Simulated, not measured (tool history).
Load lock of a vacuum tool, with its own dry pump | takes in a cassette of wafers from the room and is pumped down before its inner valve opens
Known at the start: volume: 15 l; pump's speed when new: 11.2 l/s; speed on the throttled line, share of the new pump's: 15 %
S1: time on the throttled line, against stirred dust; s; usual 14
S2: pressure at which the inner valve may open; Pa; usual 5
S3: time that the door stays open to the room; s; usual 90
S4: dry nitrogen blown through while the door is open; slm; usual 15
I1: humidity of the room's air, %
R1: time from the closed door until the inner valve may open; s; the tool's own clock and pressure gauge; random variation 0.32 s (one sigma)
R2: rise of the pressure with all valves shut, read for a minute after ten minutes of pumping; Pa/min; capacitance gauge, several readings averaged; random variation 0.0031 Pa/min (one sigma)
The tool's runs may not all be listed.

| run | hour | S1 | S2 | S3 | S4 | I1 | R1 | R2 |
|---|---|---|---|---|---|---|---|---|
| 1 | 0 | 14 | 5 | 90 | 15 | 44.2 | 25.5 | 0.064 |
| 2 | 96 | 14 | 5 | 90 | 15 | 43 | 25.3 | 0.059 |
| 3 | 143.6 | 14 | 5 | 90 | 15 | 47.1 | 26.2 | 0.058 |
| 4 | 213.2 | 14 | 5 | 27 | 15 | 46.5 | 24.8 | 0.035 |
| 5 | 282.5 | 14 | 5 | 27 | 15 | 47.4 | 25.3 | 0.033 |
| 6 | 352.4 | 14 | 5 | 199 | 15 | 46.3 | 25.6 | 0.092 |
| 7 | 414.6 | 14 | 5 | 199 | 15 | 43.7 | 25.2 | 0.086 |
| 8 | 513.2 | 14 | 5 | 199 | 15 | 46.3 | 25.8 | 0.081 |
| 9 | 558.8 | 14 | 5 | 90 | 15 | 44.4 | 25.2 | 0.062 |
| 10 | 625 | 14 | 5 | 90 | 15 | 43.6 | 25.2 | 0.055 |
| 11 | 698.3 | 14 | 5 | 90 | 15 | 45.3 | 25.3 | 0.055 |
| 12 | 752.6 | 14 | 5 | 74 | 15 | 44.2 | 24.9 | 0.052 |
| 13 | 851.4 | 14 | 5 | 74 | 15 | 45.3 | 25.4 | 0.055 |
| 14 | 912.1 | 14 | 6 | 90 | 15 | 45.1 | 25.5 | 0.059 |
| 15 | 997.7 | 14 | 6 | 90 | 15 | 44 | 25.1 | 0.062 |
| 16 | 1049.8 | 14 | 6 | 90 | 15 | 45.2 | 25.2 | 0.065 |
| 17 | 1109.1 | 14 | 5 | 90 | 15 | 45.5 | 26 | 0.056 |
|  | 1120.9 | dry pump taken out, an overhauled one fitted |
| 18 | 1208.1 | 14 | 5 | 90 | 15 | 45.5 | 25.4 | 0.062 |
| 19 | 1266.8 | 14 | 5 | 90 | 15 | 44 | 25.6 | 0.055 |
| 20 | 1342.9 | 14 | 5 | 187 | 15 | 43.4 | 25.5 | 0.079 |
| 21 | 1426.4 | 12 | 5 | 215 | 15 | 45.8 | 23.6 | 0.091 |
| 22 | 1477 | 14 | 5 | 90 | 15 | 46.8 | 25 | 0.067 |
| 23 | 1534.4 | 14 | 5 | 90 | 15 | 45.3 | 25.4 | 0.053 |
| 24 | 1611.8 | 23 | 4 | 90 | 4 | 40.5 | 33.2 | 0.069 |
| 25 | 1671.4 | 14 | 6 | 204 | 15 | 46.6 | 25.6 | 0.089 |
| 26 | 1769.9 | 14 | 6 | 204 | 15 | 46.8 | 25.2 | 0.091 |
| 27 | 1844.2 | 14 | 5 | 103 | 15 | 46.2 | 25.2 | 0.064 |
| 28 | 1891.2 | 14 | 7 | 90 | 28 | 45.4 | 25.1 | 0.048 |
| 29 | 1934.3 | 14 | 7 | 90 | 28 | 45.8 | 24.4 | 0.051 |
| 30 | 2013.1 | 14 | 8 | 90 | 9 | 44.3 | 24.4 | 0.061 |
| 31 | 2074.6 | 18 | 6 | 101 | 11 | 42.4 | 28.3 | 0.067 |
| 32 | 2174.2 | 14 | 8 | 90 | 6 | 41.7 | 24.6 | 0.067 |
| 33 | 2251.7 | 14 | 6 | 73 | 24 | 41.9 | 25.3 | 0.045 |
| 34 | 2333.3 | 8 | 5 | 67 | 31 | 45.2 | 20.7 | 0.038 |

Run 35 comes next. What will it give?
| 35 | 2393.3 | 8 | 5 | 67 | 31 | 46.2 | ? | ? |

{"run 35": {"R1": 20, "R2": 0.042}}
Without the tool's hidden state the same run would have given R1 20 s, R2 0.042 Pa/min.
